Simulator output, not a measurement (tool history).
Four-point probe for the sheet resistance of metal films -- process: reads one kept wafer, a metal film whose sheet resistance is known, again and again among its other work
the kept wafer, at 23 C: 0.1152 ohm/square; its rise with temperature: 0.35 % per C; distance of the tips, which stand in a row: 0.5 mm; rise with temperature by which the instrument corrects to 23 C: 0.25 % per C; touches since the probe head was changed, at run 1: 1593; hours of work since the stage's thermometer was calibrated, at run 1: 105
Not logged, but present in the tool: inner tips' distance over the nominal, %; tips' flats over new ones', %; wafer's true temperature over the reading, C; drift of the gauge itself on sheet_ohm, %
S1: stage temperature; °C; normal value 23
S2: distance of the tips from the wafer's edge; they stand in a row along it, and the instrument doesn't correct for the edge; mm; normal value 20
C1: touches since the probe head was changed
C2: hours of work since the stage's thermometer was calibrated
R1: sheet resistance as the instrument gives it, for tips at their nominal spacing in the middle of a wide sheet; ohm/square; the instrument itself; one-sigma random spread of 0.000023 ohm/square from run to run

{"run": 1, "hour": 0.0, "S1": 23, "S2": 20, "C1": 1593, "C2": 105, "R1": 0.115247}
{"run": 2, "hour": 75.2, "S1": 23, "S2": 20, "C1": 3457, "C2": 145, "R1": 0.115211}
{"run": 3, "hour": 143.3, "S1": 23, "S2": 20, "C1": 5146, "C2": 182, "R1": 0.115244}
{"run": 4, "hour": 197.4, "S1": 23, "S2": 20, "C1": 6487, "C2": 211, "R1": 0.115229}
{"run": 5, "hour": 264.6, "S1": 23, "S2": 20, "C1": 8152, "C2": 247, "R1": 0.115203}
{"run": 6, "hour": 310.2, "S1": 23, "S2": 20, "C1": 9282, "C2": 272, "R1": 0.115216}
{"run": 7, "hour": 374.4, "S1": 23, "S2": 20, "C1": 10876, "C2": 306, "R1": 0.115236}
{"run": 8, "hour": 435.6, "S1": 26, "S2": 16, "C1": 12392, "C2": 339, "R1": 0.115605}
{"run": 9, "hour": 509.3, "S1": 35, "S2": 7, "C1": 14219, "C2": 379, "R1": 0.116894}
{"run": 10, "hour": 588.8, "S1": 35, "S2": 7, "C1": 16190, "C2": 421, "R1": 0.11683}
{"run": 11, "hour": 622.5, "S1": 28, "S2": 7, "C1": 17025, "C2": 439, "R1": 0.116118}
{"run": 12, "hour": 672.4, "S1": 25, "S2": 7, "C1": 18261, "C2": 466, "R1": 0.115716}
{"run": 13, "hour": 706.2, "S1": 25, "S2": 7, "C1": 19100, "C2": 484, "R1": 0.115727}

What does the tool deliver on the next run?
{"run": 14, "hour": 752.2, "S1": 20, "S2": 4, "C1": 20242, "C2": 509, "R1": "?"}

R1: 0.115793 ohm/square
With the hidden condition absent and the run-to-run variation left alone, this run would have shown R1 0.115798 ohm/square.
